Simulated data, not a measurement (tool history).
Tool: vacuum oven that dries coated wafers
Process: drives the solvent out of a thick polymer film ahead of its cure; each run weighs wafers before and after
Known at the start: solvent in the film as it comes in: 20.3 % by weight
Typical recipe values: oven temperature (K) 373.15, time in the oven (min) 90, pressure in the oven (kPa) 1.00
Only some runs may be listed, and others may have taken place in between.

run   hour  oven temperature (K)  time in the oven (min)  pressure in the oven (kPa)  solvent left in the film (%)
  1    0.0                373.15                      90                        1.00                         1.724
  2   34.0                373.15                      90                        1.00                         1.717
  3   65.3                373.15                      90                        1.00                         1.722
  4   89.8                373.15                      90                        1.38                         1.885
  5  115.5                373.15                      90                        1.38                         1.899
     141.3  -- oven's thermocouples calibrated
  6  151.2                375.15                      90                        1.38                         1.732
  7  186.6                375.15                      90                        1.38                         1.728
  8  211.8                375.15                      90                        1.38                         1.728
  9  242.0                380.15                      90                        1.00                         0.873
 10  271.6                380.15                      90                        1.00                         0.877
 11  290.6                380.15                      90                        1.00                         0.865
 12  317.7                380.15                      90                        3.12                         1.700
 13  341.1                373.15                      69                        1.00                         2.985
 14  374.7                373.15                      71                        1.00                         2.854
 15  409.4                362.15                      90                        1.00                         5.225
 16  439.4                368.15                      94                        2.14                         3.627
 17  473.5                368.15                      94                        2.14                         3.630
 18  504.3                386.15                      95                        1.00                         0.455
 19  539.3                364.15                      50                        0.63                         7.656
 20  570.4                363.15                      90                        2.79                         5.886
 21  598.8                364.15                      90                        0.92                         4.430
 22  624.6                364.15                     110                        0.92                         3.416
 23  643.1                385.15                      58                        1.76                         1.347
 24  672.3                361.15                      60                        1.53                         8.171
 25  693.9                361.15                      60                        1.53                         8.157
 26  726.2                379.15                     152                        0.88                         0.485
 27  753.0                379.15                     152                        0.88                         0.484
 28  780.3                382.15                      92                        1.00                         0.675
 29  806.2                369.15                      92                        0.58                         2.584

What if the next run were any one of these 4? Each begins from the tool's condition after run 29:
  A  830.4                368.15                      95                        1.00                             ?
  B  830.4                369.15                     141                        0.58                             ?
  C  830.4                378.15                     102                        2.05                             ?
  D  830.4                372.15                      90                        0.68                             ?

run  solvent left in the film (%)
  A                         2.931
  B                         1.184
  C                         1.327
  D                         1.979
Without the tool's hidden state the same runs would have given:
run  solvent left in the film (%)
  A                         2.857
  B                         1.091
  C                         1.259
  D                         1.909

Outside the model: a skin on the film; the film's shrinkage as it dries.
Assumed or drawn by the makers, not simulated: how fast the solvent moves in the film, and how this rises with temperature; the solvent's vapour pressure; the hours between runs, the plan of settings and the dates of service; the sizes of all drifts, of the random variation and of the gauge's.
